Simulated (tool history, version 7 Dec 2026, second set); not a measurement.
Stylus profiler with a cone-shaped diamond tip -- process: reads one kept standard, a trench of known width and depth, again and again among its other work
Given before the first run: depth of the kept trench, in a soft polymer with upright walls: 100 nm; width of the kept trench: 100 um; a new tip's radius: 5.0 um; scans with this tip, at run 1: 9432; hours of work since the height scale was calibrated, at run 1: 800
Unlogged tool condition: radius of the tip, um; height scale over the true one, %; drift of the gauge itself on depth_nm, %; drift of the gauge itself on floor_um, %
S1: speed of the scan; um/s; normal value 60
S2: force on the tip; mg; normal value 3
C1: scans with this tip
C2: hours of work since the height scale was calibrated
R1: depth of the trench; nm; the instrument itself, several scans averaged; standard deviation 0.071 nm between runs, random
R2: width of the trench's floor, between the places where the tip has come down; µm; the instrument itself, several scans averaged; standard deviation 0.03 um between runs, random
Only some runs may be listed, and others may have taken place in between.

run 1 hour=0 | S1=60 S2=3 | C1=9432 C2=800 | R1=102.06 R2=96.94
run 2 hour=32.4 | S1=60 S2=3 | C1=9623 C2=816 | R1=101.97 R2=96.98
run 3 hour=63.8 | S1=60 S2=2.98 | C1=9809 C2=832 | R1=101.82 R2=96.93
run 4 hour=88.9 | S1=86 S2=2.98 | C1=9957 C2=845 | R1=101.99 R2=96.75
run 5 hour=124.9 | S1=60 S2=3 | C1=10171 C2=863 | R1=102.07 R2=96.9
run 6 hour=158.6 | S1=60 S2=3 | C1=10369 C2=880 | R1=101.97 R2=96.89
run 7 hour=198.4 | S1=60 S2=3 | C1=10604 C2=899 | R1=101.99 R2=96.87
run 8 hour=228.5 | S1=60 S2=3 | C1=10782 C2=915 | R1=102.06 R2=96.92
run 9 hour=258.7 | S1=60 S2=1.36 | C1=10961 C2=930 | R1=101.48 R2=96.68
run 10 hour=304 | S1=60 S2=1.36 | C1=11229 C2=952 | R1=101.37 R2=96.68
run 11 hour=342.6 | S1=60 S2=3 | C1=11457 C2=972 | R1=102.02 R2=96.82
run 12 hour=388.9 | S1=30 S2=3 | C1=11730 C2=995 | R1=102.11 R2=96.98
run 13 hour=420.9 | S1=30 S2=3 | C1=11919 C2=1011 | R1=102.12 R2=96.98
run 14 hour=465.1 | S1=60 S2=7.27 | C1=12181 C2=1033 | R1=103.4 R2=97.01
run 15 hour=516 | S1=60 S2=7.27 | C1=12481 C2=1059 | R1=103.33 R2=96.93
run 16 hour=538.3 | S1=60 S2=7.27 | C1=12613 C2=1070 | R1=103.44 R2=96.85
run 17 hour=587.2 | S1=60 S2=6.38 | C1=12902 C2=1094 | R1=103.28 R2=96.86
run 18 hour=639.9 | S1=60 S2=7.22 | C1=13214 C2=1121 | R1=103.44 R2=96.88
run 19 hour=663 | S1=60 S2=3 | C1=13350 C2=1132 | R1=102.14 R2=96.75
run 20 hour=688.6 | S1=52 S2=3 | C1=13501 C2=1145 | R1=102.13 R2=96.73
run 21 hour=727.3 | S1=52 S2=3 | C1=13730 C2=1165 | R1=102.14 R2=96.72
run 22 hour=775 | S1=52 S2=3 | C1=14012 C2=1189 | R1=102.1 R2=96.7
run 23 hour=807.6 | S1=52 S2=3 | C1=14204 C2=1205 | R1=102.17 R2=96.75
run 24 hour=847.7 | S1=52 S2=1.21 | C1=14441 C2=1225 | R1=101.49 R2=96.54
run 25 hour=874.5 | S1=100 S2=3.93 | C1=14600 C2=1238 | R1=102.4 R2=96.52
-- hour=903.5 height scale calibrated on a step standard
run 26 hour=916.9 | S1=30 S2=7.4 | C1=14848 C2=7 | R1=103.18 R2=96.92
run 27 hour=948.4 | S1=45 S2=2.15 | C1=15034 C2=23 | R1=101.31 R2=96.69
run 28 hour=984.1 | S1=50 S2=1.53 | C1=15245 C2=40 | R1=101.19 R2=96.49
run 29 hour=1011.8 | S1=240 S2=2.3 | C1=15409 C2=54 | R1=101.51 R2=95.33
run 30 hour=1034.1 | S1=230 S2=1.55 | C1=15540 C2=65 | R1=101.2 R2=95.05
run 31 hour=1073.8 | S1=230 S2=1.55 | C1=15775 C2=85 | R1=101.09 R2=95.03
run 32 hour=1107.5 | S1=230 S2=1.55 | C1=15974 C2=102 | R1=101.07 R2=95.07
run 33 hour=1150.2 | S1=230 S2=1.55 | C1=16226 C2=124 | R1=101.16 R2=95.01
run 34 hour=1193.6 | S1=230 S2=1.55 | C1=16483 C2=145 | R1=101.25 R2=95.04
run 35 hour=1231.5 | S1=24 S2=8.53 | C1=16707 C2=164 | R1=103.55 R2=96.8
run 36 hour=1253.7 | S1=53 S2=1.68 | C1=16838 C2=176 | R1=101.17 R2=96.53
run 37 hour=1286.8 | S1=19 S2=4.22 | C1=17034 C2=192 | R1=102.26 R2=96.78
run 38 hour=1337.4 | S1=19 S2=4.22 | C1=17332 C2=217 | R1=102.29 R2=96.76
run 39 hour=1365.3 | S1=225 S2=1.62 | C1=17497 C2=231 | R1=101.26 R2=95.01
run 40 hour=1398.2 | S1=97 S2=1.38 | C1=17692 C2=248 | R1=101.17 R2=96.04
run 41 hour=1420.9 | S1=97 S2=1.12 | C1=17826 C2=259 | R1=101.01 R2=95.92

What would each run have given without the hidden state, its run-to-run variation left as it was?
run=1 R1=101.76 R2=97.63
run=2 R1=101.66 R2=97.69
run=3 R1=101.51 R2=97.65
run=4 R1=101.68 R2=97.48
run=5 R1=101.74 R2=97.64
run=6 R1=101.64 R2=97.64
run=7 R1=101.65 R2=97.63
run=8 R1=101.72 R2=97.69
run=9 R1=101.13 R2=97.46
run=10 R1=101.02 R2=97.48
run=11 R1=101.65 R2=97.63
run=12 R1=101.74 R2=97.81
run=13 R1=101.74 R2=97.82
run=14 R1=103 R2=97.87
run=15 R1=102.93 R2=97.8
run=16 R1=103.03 R2=97.73
run=17 R1=102.86 R2=97.76
run=18 R1=103.01 R2=97.79
run=19 R1=101.71 R2=97.67
run=20 R1=101.7 R2=97.66
run=21 R1=101.7 R2=97.66
run=22 R1=101.65 R2=97.66
run=23 R1=101.71 R2=97.72
run=24 R1=101.03 R2=97.52
run=25 R1=101.93 R2=97.51
run=26 R1=103.15 R2=97.92
run=27 R1=101.27 R2=97.71
run=28 R1=101.14 R2=97.52
run=29 R1=101.46 R2=96.37
run=30 R1=101.14 R2=96.09
run=31 R1=101.03 R2=96.08
run=32 R1=101 R2=96.13
run=33 R1=101.08 R2=96.09
run=34 R1=101.17 R2=96.13
run=35 R1=103.46 R2=97.91
run=36 R1=101.07 R2=97.64
run=37 R1=102.15 R2=97.9
run=38 R1=102.18 R2=97.89
run=39 R1=101.14 R2=96.15
run=40 R1=101.05 R2=97.19
run=41 R1=100.88 R2=97.08
